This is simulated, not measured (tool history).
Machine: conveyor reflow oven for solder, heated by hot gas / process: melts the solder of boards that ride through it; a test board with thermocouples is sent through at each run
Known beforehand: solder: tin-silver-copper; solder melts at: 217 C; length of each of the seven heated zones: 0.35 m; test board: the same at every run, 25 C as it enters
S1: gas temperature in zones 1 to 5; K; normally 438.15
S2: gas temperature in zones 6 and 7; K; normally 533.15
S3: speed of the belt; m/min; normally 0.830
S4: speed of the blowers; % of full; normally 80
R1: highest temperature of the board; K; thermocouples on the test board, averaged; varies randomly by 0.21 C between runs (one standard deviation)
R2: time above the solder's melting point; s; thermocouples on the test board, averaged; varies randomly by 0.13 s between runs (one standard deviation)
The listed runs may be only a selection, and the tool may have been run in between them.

run,hour,S1,S2,S3,S4,R1,R2
1,0.0,438.15,533.15,0.830,80,518.25,33.4
2,11.7,438.15,533.15,0.830,80,518.75,33.1
3,18.0,438.15,533.15,0.830,80,518.05,32.9
4,25.6,438.15,533.15,0.830,80,518.45,33.3
5,32.1,438.15,533.15,0.830,80,518.55,33.0
6,41.9,438.15,533.15,0.830,80,518.45,32.9
7,49.2,438.15,533.15,0.830,80,518.35,33.1
8,58.2,438.15,533.15,0.830,80,518.05,32.9
9,71.5,438.15,533.15,0.830,80,517.85,32.8
10,85.1,438.15,533.15,0.830,80,518.05,33.1
11,94.4,438.15,527.15,0.830,80,512.85,29.6
12,101.2,438.15,527.15,0.830,80,512.75,29.4
13,109.8,438.15,527.15,0.830,80,512.65,29.3
14,116.2,438.15,527.15,0.830,80,512.45,29.2
15,124.6,438.15,533.15,0.830,80,517.95,32.3
# hour 130.2: flux residue cleaned out of gas plates and filters
16,136.9,438.15,533.15,0.830,62,511.85,27.4
17,143.6,438.15,533.15,0.830,62,512.25,27.5
18,150.9,438.15,533.15,0.749,53,512.95,31.3
19,162.7,440.15,535.15,0.830,80,518.55,33.3
20,175.2,446.15,533.15,0.698,60,518.35,41.4
21,183.8,446.15,533.15,0.698,60,518.25,41.5
22,193.0,427.15,528.15,0.830,80,510.25,25.3
23,200.2,427.15,528.15,0.830,80,510.05,24.9
# hour 208.7: flux residue cleaned out of gas plates and filters, once more
24,211.1,427.15,528.15,0.830,80,513.85,28.6
25,217.6,451.15,531.15,0.986,78,514.65,27.7
26,225.0,435.15,546.15,0.986,78,524.35,29.2
27,231.0,435.15,546.15,0.726,51,525.95,41.2
28,237.4,445.15,523.15,0.824,58,506.45,25.6
29,244.2,438.15,533.15,0.683,60,519.55,42.1
30,256.3,438.15,533.15,0.683,60,519.85,41.9
31,265.1,438.15,532.15,0.830,71,516.45,31.9

3 ways to go on from here, each from the tool as it stands after run 31. What would each give?
A,274.5,444.15,533.15,0.830,71,?,?
B,274.5,438.15,532.15,0.996,69,?,?
C,274.5,448.15,523.15,0.783,71,?,?

run,R1,R2
A,518.15,34.2
B,509.35,21.3
C,511.45,33.6
With no hidden state in the tool, these same runs would have given:
run,R1,R2
A,519.15,34.2
B,510.25,21.5
C,512.45,33.8
